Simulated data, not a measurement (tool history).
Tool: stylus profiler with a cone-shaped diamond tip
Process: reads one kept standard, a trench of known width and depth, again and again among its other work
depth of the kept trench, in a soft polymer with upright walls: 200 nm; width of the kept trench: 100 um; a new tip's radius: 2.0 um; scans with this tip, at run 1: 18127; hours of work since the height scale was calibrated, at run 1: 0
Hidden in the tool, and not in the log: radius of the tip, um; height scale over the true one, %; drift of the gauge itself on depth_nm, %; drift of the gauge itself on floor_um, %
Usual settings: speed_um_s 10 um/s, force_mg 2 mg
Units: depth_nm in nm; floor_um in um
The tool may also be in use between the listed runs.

run	day	speed_um_s	force_mg	scans with this tip	hours of work since the height scale was calibrated	depth_nm	floor_um
1	0	10	2	18127	0	202.27	97.44
2	2.167	4	2	18511	27	202.32	97.41
3	6.112	4	2	19210	77	202.27	97.36
4	9.917	35	2	19884	126	202.25	97.21
5	12.488	29	2	20340	158	202.19	97.23
6	14.762	10	2	20743	187	202.29	97.32
7	17.458	10	2	21221	221	202.18	97.37
8	20.992	10	2	21848	266	202.12	97.32
9	24.325	10	1.18	22438	308	201.48	97.22
10	28.729	10	1.14	23219	364	201.36	97.23
11	32.85	10	2	23949	416	202.1	97.21
12	34.904	10	2	24313	442	202.09	97.19
13	37.929	10	2	24850	481	202.07	97.13
14	42.629	10	2	25682	540	201.98	97.2
15	45.308	17	2	26158	574	202.01	97.12
16	49.229	17	2	26853	624	201.91	97.04
17	51.217	10	0.82	27204	649	200.9	97.01
18	53.267	10	0.82	27568	675	200.87	97.05
19	55.396	10	0.82	27945	702	200.92	97.03
20	59.862	10	0.82	28737	759	200.83	96.99
21	62.683	10	2.75	29237	794	202.54	97.03
22	64.75	10	2.75	29604	820	202.44	96.97
23	68.254	10	2.75	30224	865	202.44	96.98
24	72.612	2	3.35	30997	920	202.82	96.97
25	75.388	16	1.27	31489	955	201.16	96.9
26	78.954	31	2.98	32121	1000	202.63	96.85
27	80.992	30	1.56	32482	1026	201.48	96.77
28	85.338	9	1.44	33252	1081	201.23	96.9
29	89.617	9	5.75	34011	1136	204.11	96.9
30	94.154	9	5.75	34815	1193	204.26	96.86
# day 95.133: new tip fitted, height scale calibrated
31	97.896	9	5.75	490	35	204.88	98.16
32	100.85	10	3.25	1014	72	203.34	98.18
33	104.229	27	0.95	1612	115	201.46	97.93
34	107.342	27	0.95	2164	155	201.4	97.89
35	110.05	27	0.95	2644	189	201.24	97.86
36	113.825	6	3.56	3313	237	203.4	98.01
37	117.162	11	1.14	3905	279	201.46	97.89
38	121.696	16	1.56	4708	337	201.92	97.8
39	125.083	15	1.01	5308	379	201.28	97.88
40	128.546	15	1.01	5922	423	201.29	97.8
41	130.679	17	0.86	6300	450	201.22	97.77

Run 42 comes next. What will it give?
42	133.542	24	2.03	6808	487	?	?

depth_nm: 202.33 nm
floor_um: 97.73 um
Without the tool's hidden state the same run would have given depth_nm 202.52 nm, floor_um 98.12 um.
